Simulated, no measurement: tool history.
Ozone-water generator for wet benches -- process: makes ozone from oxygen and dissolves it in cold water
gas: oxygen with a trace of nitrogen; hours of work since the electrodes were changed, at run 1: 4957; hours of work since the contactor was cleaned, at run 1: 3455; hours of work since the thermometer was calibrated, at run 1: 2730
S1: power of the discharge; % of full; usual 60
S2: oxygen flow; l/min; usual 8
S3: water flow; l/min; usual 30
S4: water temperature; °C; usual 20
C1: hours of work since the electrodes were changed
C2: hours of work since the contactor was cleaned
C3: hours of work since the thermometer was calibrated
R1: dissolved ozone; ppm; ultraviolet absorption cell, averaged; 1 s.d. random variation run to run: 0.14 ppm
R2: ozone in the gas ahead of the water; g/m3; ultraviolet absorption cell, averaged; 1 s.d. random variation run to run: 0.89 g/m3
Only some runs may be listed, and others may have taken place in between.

run	hour	S1	S2	S3	S4	C1	C2	C3	R1	R2
1	0	60	8	30	20	4957	3455	2730	13.8	132.1
2	156.9	60	8	22	20	5090	3588	2863	16.7	133.1
3	251.5	60	8	30	20	5170	3668	2943	13.6	132.7
4	327.5	60	7.8	30	20	5235	3733	3008	13.6	134.1
5	477.7	60	7.8	30	20	5362	3860	3135	13.8	135.8
# hour 577.2: water thermometer calibrated
6	646.9	60	7.8	30	20	5505	4003	59	13.4	134
7	777	60	7.8	30	20	5615	4113	170	13.5	134.3
8	928.2	60	7.8	42	20	5744	4242	298	10.6	131.4
9	1054.9	60	7.8	42	20	5851	4349	405	10.6	133.8
10	1211	86	8	30	20	5984	4481	538	18.1	177
11	1305.4	86	8	30	14	6064	4562	618	19.7	175.9
12	1381.7	86	8	30	14	6128	4626	682	19.3	175.9
13	1517.9	60	8	30	14	6244	4742	798	14.4	129.6
14	1655.3	60	8	30	20	6360	4858	914	13.4	130.5
15	1839.2	78	8	30	20	6516	5014	1070	16.3	161.6
16	1918.3	60	8	30	20	6583	5081	1138	13.2	129.2
17	2067.9	60	8	30	20	6710	5208	1264	13.3	127.6
18	2233.4	60	8	30	20	6851	5349	1405	13.1	128.1
19	2330.6	59	13.08	39	19	6933	5431	1487	11	99.4
20	2413.9	75	13.08	39	21	7004	5502	1558	13	121.3
21	2490.4	63	7.82	30	20	7069	5567	1623	13.5	134.1
22	2654.5	79	7.82	31	20	7208	5706	1762	15.3	162.1
# hour 2675.3: contactor cleaned
23	2827.6	79	7.82	31	20	7351	129	1905	15.7	159.1
24	2910.1	48	13.05	30	18	7421	199	1975	11	83.7
25	3065.6	60	6.68	30	17	7553	331	2107	13.2	137.1
26	3153.2	60	6.68	30	17	7627	405	2181	12.9	137.4
27	3244.9	60	6.68	30	17	7705	483	2259	13.1	137.5
28	3323.4	60	6.68	30	17	7772	550	2326	12.6	137.1
29	3445.6	60	6.68	30	17	7875	653	2429	12.7	136.1
30	3553	60	6.68	30	17	7967	744	2521	13	136.8
# hour 3658.3: contactor cleaned, once more
31	3667.7	42	8.43	30	28	8060	8	2614	9	91.7
32	3853.9	60	8.74	46	20	8218	166	2772	9.6	119.7
33	4038.6	60	11.48	30	25	8375	323	2929	11.9	103.9

4 options for the next run, each taken on its own from the tool as it stands now. Forecast them:
A	4132.5	60	11.48	30	18	8455	402	3009	?	?
B	4132.5	60	10.48	34	14	8455	402	3009	?	?
C	4132.5	60	8	26	20	8455	402	3009	?	?
D	4132.5	89	11.82	30	25	8455	402	3009	?	?

run	R1	R2
A	13.6	104.9
B	13.2	109.7
C	14.3	124.7
D	16.2	141.8
Stripped of hidden state, with their random variation kept, the same runs would have yielded:
run	R1	R2
A	16.1	123.6
B	15.6	129.2
C	17	146.9
D	20.5	178.1
